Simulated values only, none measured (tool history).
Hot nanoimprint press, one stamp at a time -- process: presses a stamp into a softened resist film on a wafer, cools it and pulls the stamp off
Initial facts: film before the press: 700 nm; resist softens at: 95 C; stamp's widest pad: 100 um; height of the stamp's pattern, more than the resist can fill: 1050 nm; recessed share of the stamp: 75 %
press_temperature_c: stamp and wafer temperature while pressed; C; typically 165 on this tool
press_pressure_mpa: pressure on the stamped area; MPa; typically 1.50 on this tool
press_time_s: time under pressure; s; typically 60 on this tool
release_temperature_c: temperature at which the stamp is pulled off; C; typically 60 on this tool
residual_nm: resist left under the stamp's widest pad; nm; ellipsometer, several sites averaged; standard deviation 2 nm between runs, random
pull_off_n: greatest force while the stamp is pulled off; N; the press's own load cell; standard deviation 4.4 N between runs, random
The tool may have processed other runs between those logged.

{"run": 1, "hour": 0.0, "press_temperature_c": 165, "press_pressure_mpa": 1.5, "press_time_s": 60, "release_temperature_c": 60, "residual_nm": 341.7, "pull_off_n": 248}
{"run": 2, "hour": 68.1, "press_temperature_c": 165, "press_pressure_mpa": 1.5, "press_time_s": 60, "release_temperature_c": 60, "residual_nm": 343.1, "pull_off_n": 262}
{"run": 3, "hour": 116.1, "press_temperature_c": 172, "press_pressure_mpa": 1.5, "press_time_s": 60, "release_temperature_c": 60, "residual_nm": 232.3, "pull_off_n": 264}
{"run": 4, "hour": 155.7, "press_temperature_c": 165, "press_pressure_mpa": 1.5, "press_time_s": 60, "release_temperature_c": 60, "residual_nm": 337.3, "pull_off_n": 259}
{"run": 5, "hour": 194.6, "press_temperature_c": 165, "press_pressure_mpa": 1.5, "press_time_s": 60, "release_temperature_c": 62, "residual_nm": 333.3, "pull_off_n": 258}
{"hour": 226.4, "done": "plate thermocouple calibrated"}
{"run": 6, "hour": 243.5, "press_temperature_c": 165, "press_pressure_mpa": 1.5, "press_time_s": 60, "release_temperature_c": 62, "residual_nm": 359.1, "pull_off_n": 277}
{"run": 7, "hour": 279.2, "press_temperature_c": 165, "press_pressure_mpa": 1.5, "press_time_s": 60, "release_temperature_c": 62, "residual_nm": 357.1, "pull_off_n": 286}
{"run": 8, "hour": 338.2, "press_temperature_c": 169, "press_pressure_mpa": 1.5, "press_time_s": 60, "release_temperature_c": 60, "residual_nm": 288.0, "pull_off_n": 306}
{"hour": 368.8, "done": "stamp cleaned and given a new release coat"}
{"hour": 387.2, "done": "press's hydraulic seals changed and the load cell set to zero"}
{"run": 9, "hour": 416.0, "press_temperature_c": 165, "press_pressure_mpa": 1.5, "press_time_s": 60, "release_temperature_c": 60, "residual_nm": 340.7, "pull_off_n": 213}
{"run": 10, "hour": 484.8, "press_temperature_c": 165, "press_pressure_mpa": 1.5, "press_time_s": 60, "release_temperature_c": 60, "residual_nm": 337.3, "pull_off_n": 229}
{"run": 11, "hour": 536.4, "press_temperature_c": 163, "press_pressure_mpa": 0.9, "press_time_s": 99, "release_temperature_c": 60, "residual_nm": 392.9, "pull_off_n": 239}
{"run": 12, "hour": 594.2, "press_temperature_c": 163, "press_pressure_mpa": 0.9, "press_time_s": 99, "release_temperature_c": 60, "residual_nm": 384.4, "pull_off_n": 243}
{"run": 13, "hour": 642.6, "press_temperature_c": 154, "press_pressure_mpa": 1.5, "press_time_s": 60, "release_temperature_c": 53, "residual_nm": 544.0, "pull_off_n": 268}
{"run": 14, "hour": 695.8, "press_temperature_c": 162, "press_pressure_mpa": 1.5, "press_time_s": 110, "release_temperature_c": 64, "residual_nm": 310.3, "pull_off_n": 243}
{"hour": 740.3, "done": "plate thermocouple calibrated"}
{"run": 15, "hour": 759.9, "press_temperature_c": 162, "press_pressure_mpa": 2.01, "press_time_s": 68, "release_temperature_c": 64, "residual_nm": 343.8, "pull_off_n": 247}
{"run": 16, "hour": 802.2, "press_temperature_c": 166, "press_pressure_mpa": 2.01, "press_time_s": 33, "release_temperature_c": 64, "residual_nm": 361.7, "pull_off_n": 247}
{"run": 17, "hour": 861.2, "press_temperature_c": 166, "press_pressure_mpa": 1.46, "press_time_s": 113, "release_temperature_c": 56, "residual_nm": 261.8, "pull_off_n": 296}
{"run": 18, "hour": 893.5, "press_temperature_c": 166, "press_pressure_mpa": 2.26, "press_time_s": 113, "release_temperature_c": 56, "residual_nm": 208.1, "pull_off_n": 309}
{"run": 19, "hour": 952.6, "press_temperature_c": 166, "press_pressure_mpa": 2.26, "press_time_s": 113, "release_temperature_c": 56, "residual_nm": 207.8, "pull_off_n": 304}

Each row is a separate what-if for the run after 19, all from the same tool condition, not one after another. Results?
{"run": "A", "hour": 984.9, "press_temperature_c": 156, "press_pressure_mpa": 1.14, "press_time_s": 60, "release_temperature_c": 53, "residual_nm": "?", "pull_off_n": "?"}
{"run": "B", "hour": 984.9, "press_temperature_c": 165, "press_pressure_mpa": 1.5, "press_time_s": 60, "release_temperature_c": 65, "residual_nm": "?", "pull_off_n": "?"}
{"run": "C", "hour": 984.9, "press_temperature_c": 165, "press_pressure_mpa": 1.5, "press_time_s": 60, "release_temperature_c": 47, "residual_nm": "?", "pull_off_n": "?"}
{"run": "D", "hour": 984.9, "press_temperature_c": 165, "press_pressure_mpa": 1.0, "press_time_s": 44, "release_temperature_c": 55, "residual_nm": "?", "pull_off_n": "?"}
{"run": "E", "hour": 984.9, "press_temperature_c": 165, "press_pressure_mpa": 1.53, "press_time_s": 104, "release_temperature_c": 47, "residual_nm": "?", "pull_off_n": "?"}

run=A residual_nm=556.5 pull_off_n=328
run=B residual_nm=337.3 pull_off_n=267
run=C residual_nm=340.8 pull_off_n=371
run=D residual_nm=442.8 pull_off_n=328
run=E residual_nm=275.9 pull_off_n=373
Without the tool's unlogged condition, the same runs would have read:
run=A residual_nm=558.8 pull_off_n=237
run=B residual_nm=338.4 pull_off_n=193
run=C residual_nm=341.9 pull_off_n=268
run=D residual_nm=445.3 pull_off_n=237
run=E residual_nm=276.8 pull_off_n=269
